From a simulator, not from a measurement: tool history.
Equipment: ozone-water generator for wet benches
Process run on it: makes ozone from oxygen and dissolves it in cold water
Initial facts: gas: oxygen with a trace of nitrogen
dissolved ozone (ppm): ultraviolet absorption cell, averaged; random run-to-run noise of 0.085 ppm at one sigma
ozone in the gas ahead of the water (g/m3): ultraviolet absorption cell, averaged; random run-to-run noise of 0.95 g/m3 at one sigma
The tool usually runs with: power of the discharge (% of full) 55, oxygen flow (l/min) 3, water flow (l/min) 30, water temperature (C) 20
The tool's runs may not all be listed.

run	hour	power of the discharge (% of full)	oxygen flow (l/min)	water flow (l/min)	water temperature (C)	dissolved ozone (ppm)	ozone in the gas ahead of the water (g/m3)
1	0	55	3	30	20	8.91	159.7
2	141.5	55	3	42	20	6.21	159.4
3	272.1	55	3	35	20	7.47	158.2
4	336.5	55	3	35	20	7.47	159.8
5	406.7	55	2.81	30	20	8.74	164.5
6	502.8	55	2.81	35	20	7.27	163.2
7	604.2	55	3	30	26	8.22	158.7
8	700.1	55	3	30	26	8.27	160.1
9	766.2	55	3	48	18	5.47	157.1
10	854.6	55	3	48	18	5.26	158.6
11	955.9	71	1.72	21	17	12.76	244.1
12	1074.9	83	3	27	12	13.16	203.5
13	1143.8	55	3	46	12	5.73	159.2
14	1235.5	55	3	46	12	5.66	159.3
15	1364.4	59	3	46	12	5.94	164.2

Forecast each of these 4 alternatives for the next run:
A	1442.6	84	3	46	18	?	?
B	1442.6	71	2.51	35	20	?	?
C	1442.6	59	4.25	44	12	?	?
D	1442.6	64	3.56	30	20	?	?

run	dissolved ozone (ppm)	ozone in the gas ahead of the water (g/m3)
A	7.31	204.6
B	8.21	202.1
C	7.06	139.5
D	9.84	158.7
What these runs would have given with no unlogged condition in the tool:
run	dissolved ozone (ppm)	ozone in the gas ahead of the water (g/m3)
A	7.85	209.6
B	8.77	206.6
C	7.55	142.2
D	10.47	162.1

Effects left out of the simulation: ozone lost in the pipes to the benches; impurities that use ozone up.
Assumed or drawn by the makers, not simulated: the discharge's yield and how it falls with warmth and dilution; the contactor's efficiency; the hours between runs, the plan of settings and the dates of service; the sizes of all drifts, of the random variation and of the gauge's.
